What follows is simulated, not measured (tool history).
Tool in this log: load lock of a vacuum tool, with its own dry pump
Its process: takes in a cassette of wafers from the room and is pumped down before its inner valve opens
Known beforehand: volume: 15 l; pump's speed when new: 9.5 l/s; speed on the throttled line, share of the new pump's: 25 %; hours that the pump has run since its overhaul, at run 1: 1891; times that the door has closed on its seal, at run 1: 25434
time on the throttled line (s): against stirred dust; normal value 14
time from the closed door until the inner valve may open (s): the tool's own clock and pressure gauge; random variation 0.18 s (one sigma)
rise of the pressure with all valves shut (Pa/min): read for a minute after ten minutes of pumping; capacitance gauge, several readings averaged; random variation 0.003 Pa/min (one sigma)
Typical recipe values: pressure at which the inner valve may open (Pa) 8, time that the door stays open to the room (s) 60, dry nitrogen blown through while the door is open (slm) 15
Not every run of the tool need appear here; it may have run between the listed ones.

| run | hour | time on the throttled line (s) | pressure at which the inner valve may open (Pa) | time that the door stays open to the room (s) | dry nitrogen blown through while the door is open (slm) | hours that the pump has run since its overhaul | times that the door has closed on its seal | incoming humidity of the room's air, % | time from the closed door until the inner valve may open (s) | rise of the pressure with all valves shut (Pa/min) |
|---|---|---|---|---|---|---|---|---|---|---|
| 1 | 0 | 14 | 8 | 60 | 15 | 1891 | 25434 | 43.6 | 25.9 | 0.232 |
| 2 | 243.4 | 21 | 8 | 60 | 15 | 2134 | 26612 | 45.6 | 31.2 | 0.247 |
| 3 | 538.3 | 21 | 8 | 115 | 15 | 2429 | 28040 | 43.4 | 31.1 | 0.286 |
| 4 | 795.7 | 21 | 8 | 115 | 15 | 2687 | 29286 | 46.3 | 30.8 | 0.303 |
| 5 | 1070.4 | 21 | 8 | 115 | 15 | 2961 | 30616 | 44.3 | 31.1 | 0.309 |
| 6 | 1218.9 | 21 | 8 | 115 | 15 | 3110 | 31335 | 41.4 | 30.9 | 0.329 |
| 7 | 1453.4 | 21 | 8 | 115 | 15 | 3344 | 32470 | 42.3 | 30.9 | 0.337 |
| 8 | 1737.4 | 21 | 8 | 115 | 15 | 3628 | 33845 | 46.4 | 31.3 | 0.373 |
| 9 | 1905.8 | 14 | 8 | 60 | 15 | 3797 | 34661 | 42.9 | 25.9 | 0.341 |
|  | 2075.8 | door's seal changed, seat wiped |
| 10 | 2075.8 | 14 | 8 | 60 | 19 | 3965 | 0 | 44.7 | 25.8 | 0.05 |
| 11 | 2330.8 | 14 | 8 | 60 | 19 | 4220 | 1235 | 44.9 | 25.9 | 0.053 |
| 12 | 2630.2 | 14 | 8 | 60 | 15 | 4520 | 2685 | 42.2 | 26.1 | 0.058 |
| 13 | 2837.1 | 14 | 8 | 60 | 40 | 4726 | 3686 | 43.4 | 25.8 | 0.053 |
| 14 | 2995.1 | 14 | 8 | 60 | 40 | 4884 | 4451 | 45.7 | 26 | 0.051 |
| 15 | 3258.9 | 14 | 8 | 60 | 40 | 5148 | 5728 | 48.3 | 26.1 | 0.059 |
| 16 | 3426.6 | 9 | 9 | 27 | 9 | 5316 | 6540 | 43 | 22.4 | 0.06 |
| 17 | 3696.7 | 14 | 9 | 60 | 6 | 5586 | 7848 | 45.5 | 25.7 | 0.09 |
| 18 | 3911.8 | 14 | 8 | 49 | 15 | 5801 | 8889 | 44.5 | 26.1 | 0.083 |
| 19 | 4213.6 | 14 | 11 | 136 | 15 | 6103 | 10350 | 45.3 | 25.4 | 0.126 |
| 20 | 4447.9 | 14 | 8 | 60 | 18 | 6337 | 11485 | 44.8 | 26.2 | 0.101 |
| 21 | 4650.7 | 17 | 8 | 105 | 18 | 6540 | 12467 | 42.4 | 28.3 | 0.115 |
| 22 | 4861.7 | 17 | 8 | 105 | 18 | 6751 | 13488 | 42.9 | 28.4 | 0.128 |
| 23 | 4988.7 | 16 | 8 | 52 | 15 | 6878 | 14103 | 45.4 | 27.8 | 0.112 |
| 24 | 5164.5 | 8 | 14 | 107 | 30 | 7054 | 14954 | 44.7 | 21 | 0.13 |
| 25 | 5331.3 | 14 | 8 | 236 | 15 | 7221 | 15761 | 44.8 | 26.4 | 0.204 |
| 26 | 5487.1 | 14 | 8 | 236 | 15 | 7376 | 16516 | 47.7 | 26.2 | 0.217 |
| 27 | 5745.9 | 14 | 8 | 236 | 15 | 7635 | 17769 | 49.9 | 26.3 | 0.225 |
| 28 | 5887.3 | 7 | 13 | 28 | 20 | 7777 | 18454 | 45 | 20.3 | 0.136 |
| 29 | 6173.1 | 16 | 8 | 60 | 21 | 8062 | 19837 | 44.3 | 28.2 | 0.168 |
| 30 | 6348.2 | 8 | 9 | 34 | 15 | 8237 | 20685 | 44.9 | 21.8 | 0.165 |

Here are 4 independent what-if runs from the current tool condition. What would each one return?
| A | 6631.2 | 23 | 9 | 34 | 15 | 8521 | 22055 | 41.8 | ? | ? |
| B | 6631.2 | 8 | 7 | 132 | 15 | 8521 | 22055 | 45.1 | ? | ? |
| C | 6631.2 | 8 | 11 | 39 | 8 | 8521 | 22055 | 46.4 | ? | ? |
| D | 6631.2 | 14 | 8 | 60 | 15 | 8521 | 22055 | 45.9 | ? | ? |

| run | time from the closed door until the inner valve may open (s) | rise of the pressure with all valves shut (Pa/min) |
|---|---|---|
| A | 32.5 | 0.175 |
| B | 22.1 | 0.217 |
| C | 21.2 | 0.191 |
| D | 26.1 | 0.189 |
Stripped of hidden state, with their random variation kept, the same runs would have yielded:
| run | time from the closed door until the inner valve may open (s) | rise of the pressure with all valves shut (Pa/min) |
|---|---|---|
| A | 31.9 | 0.031 |
| B | 21.1 | 0.076 |
| C | 20.3 | 0.047 |
| D | 25.2 | 0.047 |
